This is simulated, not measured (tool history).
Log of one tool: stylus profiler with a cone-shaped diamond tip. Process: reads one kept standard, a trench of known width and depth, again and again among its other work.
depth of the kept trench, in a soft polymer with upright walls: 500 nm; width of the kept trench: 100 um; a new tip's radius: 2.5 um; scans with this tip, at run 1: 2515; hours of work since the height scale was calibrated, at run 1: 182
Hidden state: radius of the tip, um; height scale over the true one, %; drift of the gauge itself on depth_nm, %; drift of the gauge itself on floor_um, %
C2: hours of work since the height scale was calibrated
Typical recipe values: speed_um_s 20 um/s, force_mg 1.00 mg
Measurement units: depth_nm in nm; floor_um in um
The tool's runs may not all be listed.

Run 1, hour 0.0: usual settings; scans with this tip 2515; C2 182. Result: depth_nm 503.81 nm, floor_um 96.42 um.
Run 2, hour 12.9: usual settings; scans with this tip 2631; C2 190. Result: depth_nm 503.83 nm, floor_um 96.42 um.
Run 3, hour 33.8: usual settings; scans with this tip 2818; C2 203. Result: depth_nm 503.82 nm, floor_um 96.34 um.
Run 4, hour 55.0: usual settings but force_mg 0.42 mg; scans with this tip 3008; C2 217. Result: depth_nm 502.31 nm, floor_um 96.25 um.
Run 5, hour 70.4: usual settings but force_mg 0.42 mg; scans with this tip 3147; C2 227. Result: depth_nm 502.26 nm, floor_um 96.18 um.
Run 6, hour 84.3: usual settings; scans with this tip 3272; C2 236. Result: depth_nm 503.85 nm, floor_um 96.23 um.
Run 7, hour 103.5: usual settings; scans with this tip 3444; C2 249. Result: depth_nm 503.90 nm, floor_um 96.15 um.
Run 8, hour 112.9: usual settings; scans with this tip 3528; C2 255. Result: depth_nm 503.82 nm, floor_um 96.22 um.
Run 9, hour 127.9: usual settings; scans with this tip 3663; C2 265. Result: depth_nm 503.85 nm, floor_um 96.18 um.
Run 10, hour 146.1: usual settings but speed_um_s 41 um/s; scans with this tip 3826; C2 276. Result: depth_nm 503.87 nm, floor_um 96.05 um.
Run 11, hour 160.0: usual settings but speed_um_s 9 um/s; scans with this tip 3951; C2 285. Result: depth_nm 503.87 nm, floor_um 96.13 um.
Run 12, hour 179.6: usual settings but force_mg 1.33 mg; scans with this tip 4127; C2 298. Result: depth_nm 504.60 nm, floor_um 96.12 um.
Run 13, hour 196.7: usual settings but force_mg 1.33 mg; scans with this tip 4280; C2 309. Result: depth_nm 504.68 nm, floor_um 96.06 um.
Run 14, hour 213.6: usual settings but speed_um_s 67 um/s, force_mg 1.33 mg; scans with this tip 4431; C2 320. Result: depth_nm 504.63 nm, floor_um 95.80 um.
Run 15, hour 233.6: usual settings; scans with this tip 4611; C2 333. Result: depth_nm 503.91 nm, floor_um 96.00 um.
Run 16, hour 245.7: usual settings; scans with this tip 4720; C2 341. Result: depth_nm 503.94 nm, floor_um 95.99 um.
Run 17, hour 256.9: usual settings; scans with this tip 4820; C2 348. Result: depth_nm 503.90 nm, floor_um 95.97 um.
Run 18, hour 267.2: usual settings; scans with this tip 4913; C2 355. Result: depth_nm 503.92 nm, floor_um 95.99 um.
Run 19, hour 286.5: usual settings but force_mg 0.58 mg; scans with this tip 5085; C2 367. Result: depth_nm 502.85 nm, floor_um 95.89 um.
Run 20, hour 298.2: usual settings but force_mg 0.58 mg; scans with this tip 5191; C2 375. Result: depth_nm 502.83 nm, floor_um 95.87 um.
Run 21, hour 309.4: usual settings but force_mg 0.58 mg; scans with this tip 5292; C2 382. Result: depth_nm 502.88 nm, floor_um 95.80 um.
Run 22, hour 324.7: usual settings but force_mg 0.58 mg; scans with this tip 5429; C2 392. Result: depth_nm 502.87 nm, floor_um 95.81 um.
Run 23, hour 335.7: usual settings but speed_um_s 15 um/s, force_mg 0.89 mg; scans with this tip 5527; C2 399. Result: depth_nm 503.75 nm, floor_um 95.79 um.
At hour 337.2: height scale calibrated on a step standard.
Run 24, hour 355.6: usual settings but speed_um_s 17 um/s, force_mg 1.21 mg; scans with this tip 5702; C2 12. Result: depth_nm 504.72 nm, floor_um 95.85 um.
Run 25, hour 374.0: usual settings but speed_um_s 21 um/s, force_mg 2.64 mg; scans with this tip 5867; C2 24. Result: depth_nm 507.49 nm, floor_um 95.80 um.
Run 26, hour 395.6: usual settings but speed_um_s 21 um/s, force_mg 2.64 mg; scans with this tip 6060; C2 38. Result: depth_nm 507.45 nm, floor_um 95.80 um.
Run 27, hour 415.1: usual settings but force_mg 0.79 mg; scans with this tip 6235; C2 50. Result: depth_nm 503.71 nm, floor_um 95.72 um.
Run 28, hour 432.8: usual settings but force_mg 0.79 mg; scans with this tip 6394; C2 62. Result: depth_nm 503.80 nm, floor_um 95.66 um.
At hour 438.9: height scale calibrated on a step standard, once more.
Run 29, hour 454.0: usual settings but speed_um_s 14 um/s, force_mg 1.12 mg; scans with this tip 6580; C2 10. Result: depth_nm 504.06 nm, floor_um 95.69 um.
Run 30, hour 469.8: usual settings but speed_um_s 34 um/s; scans with this tip 6721; C2 20. Result: depth_nm 503.71 nm, floor_um 95.58 um.
Run 31, hour 488.2: usual settings but speed_um_s 34 um/s; scans with this tip 6887; C2 32. Result: depth_nm 503.75 nm, floor_um 95.50 um.
Run 32, hour 502.1: usual settings but speed_um_s 25 um/s, force_mg 0.45 mg; scans with this tip 7011; C2 41. Result: depth_nm 502.32 nm, floor_um 95.52 um.
Run 33, hour 514.9: usual settings but speed_um_s 5 um/s, force_mg 1.26 mg; scans with this tip 7127; C2 49. Result: depth_nm 504.29 nm, floor_um 95.65 um.
Run 34, hour 530.2: usual settings but speed_um_s 43 um/s, force_mg 2.20 mg; scans with this tip 7264; C2 59. Result: depth_nm 506.24 nm, floor_um 95.50 um.
Run 35, hour 547.7: usual settings but speed_um_s 69 um/s, force_mg 2.14 mg; scans with this tip 7421; C2 70. Result: depth_nm 506.14 nm, floor_um 95.40 um.
Run 36, hour 567.4: usual settings but speed_um_s 69 um/s, force_mg 2.14 mg; scans with this tip 7598; C2 83. Result: depth_nm 506.06 nm, floor_um 95.38 um.
Run 37, hour 581.6: usual settings but speed_um_s 12 um/s, force_mg 0.81 mg; scans with this tip 7725; C2 92. Result: depth_nm 503.35 nm, floor_um 95.54 um.
Run 38, hour 596.5: usual settings but speed_um_s 8 um/s, force_mg 0.95 mg; scans with this tip 7858; C2 102. Result: depth_nm 503.66 nm, floor_um 95.51 um.
Run 39, hour 607.7: usual settings but speed_um_s 60 um/s; scans with this tip 7959; C2 109. Result: depth_nm 503.73 nm, floor_um 95.24 um.
Run 40, hour 617.6: usual settings but speed_um_s 7 um/s, force_mg 1.18 mg; scans with this tip 8048; C2 116. Result: depth_nm 504.19 nm, floor_um 95.48 um.
Run 41, hour 632.1: usual settings but speed_um_s 7 um/s, force_mg 1.18 mg; scans with this tip 8178; C2 125. Result: depth_nm 504.20 nm, floor_um 95.46 um.
Run 42, hour 645.1: usual settings but speed_um_s 40 um/s, force_mg 0.52 mg; scans with this tip 8295; C2 134. Result: depth_nm 502.52 nm, floor_um 95.25 um.
Run 43, hour 666.2: usual settings but speed_um_s 22 um/s, force_mg 2.73 mg; scans with this tip 8484; C2 147. Result: depth_nm 507.18 nm, floor_um 95.34 um.
Run 44, hour 674.9: usual settings but speed_um_s 10 um/s, force_mg 2.73 mg; scans with this tip 8562; C2 153. Result: depth_nm 507.21 nm, floor_um 95.37 um.

Each run again, without the hidden state but with its own random variation kept:
run  depth_nm  floor_um
  1    503.49     96.95
  2    503.51     96.98
  3    503.49     96.93
  4    501.98     96.88
  5    501.92     96.83
  6    503.50     96.91
  7    503.54     96.86
  8    503.46     96.95
  9    503.48     96.93
 10    503.50     96.83
 11    503.49     96.94
 12    504.21     96.96
 13    504.29     96.93
 14    504.23     96.70
 15    503.50     96.93
 16    503.53     96.93
 17    503.48     96.94
 18    503.50     96.97
 19    502.42     96.90
 20    502.39     96.90
 21    502.44     96.85
 22    502.42     96.88
 23    503.29     96.88
 24    503.97     96.96
 25    506.72     96.94
 26    506.68     96.98
 27    502.93     96.92
 28    503.02     96.89
 29    503.86     96.95
 30    503.51     96.86
 31    503.54     96.80
 32    502.10     96.84
 33    504.07     96.99
 34    506.01     96.87
 35    505.90     96.79
 36    505.81     96.79
 37    503.10     96.98
 38    503.40     96.97
 39    503.47     96.72
 40    503.92     96.97
 41    503.92     96.96
 42    502.24     96.77
 43    506.89     96.90
 44    506.92     96.94
